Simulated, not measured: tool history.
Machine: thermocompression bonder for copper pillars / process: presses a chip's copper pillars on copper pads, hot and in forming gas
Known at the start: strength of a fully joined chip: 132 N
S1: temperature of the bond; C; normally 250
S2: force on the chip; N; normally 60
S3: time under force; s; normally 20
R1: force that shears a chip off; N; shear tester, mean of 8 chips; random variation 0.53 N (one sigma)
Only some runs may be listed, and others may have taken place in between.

| run | hour | S1 | S2 | S3 | R1 |
|---|---|---|---|---|---|
| 1 | 0.0 | 250 | 60 | 20 | 71.1 |
| 2 | 46.6 | 250 | 60 | 42 | 90.2 |
| 3 | 120.5 | 250 | 60 | 42 | 88.2 |
| 4 | 193.4 | 250 | 60 | 42 | 89.6 |
| 5 | 252.7 | 250 | 60 | 42 | 90.1 |
| 6 | 328.9 | 250 | 60 | 42 | 89.4 |
| 7 | 389.1 | 250 | 60 | 42 | 88.6 |
|  | 395.7 | forming gas filter changed |
| 8 | 459.2 | 224 | 47 | 55 | 63.1 |
| 9 | 512.6 | 256 | 60 | 20 | 78.1 |
| 10 | 557.7 | 224 | 58 | 22 | 55.3 |
| 11 | 594.1 | 247 | 60 | 42 | 90.5 |
| 12 | 670.8 | 276 | 49 | 17 | 75.8 |

5 ways to go on from here, each from the tool as it stands after run 12. What would each give?
| A | 716.5 | 250 | 41 | 32 | ? |
| B | 716.5 | 275 | 55 | 21 | ? |
| C | 716.5 | 250 | 82 | 17 | ? |
| D | 716.5 | 250 | 62 | 16 | ? |
| E | 716.5 | 276 | 77 | 17 | ? |

| run | R1 |
|---|---|
| A | 62.5 |
| B | 88.9 |
| C | 92.1 |
| D | 72.5 |
| E | 103.4 |
Without the tool's hidden state the same runs would have given:
| run | R1 |
|---|---|
| A | 58.2 |
| B | 84.6 |
| C | 87.9 |
| D | 67.9 |
| E | 100.2 |
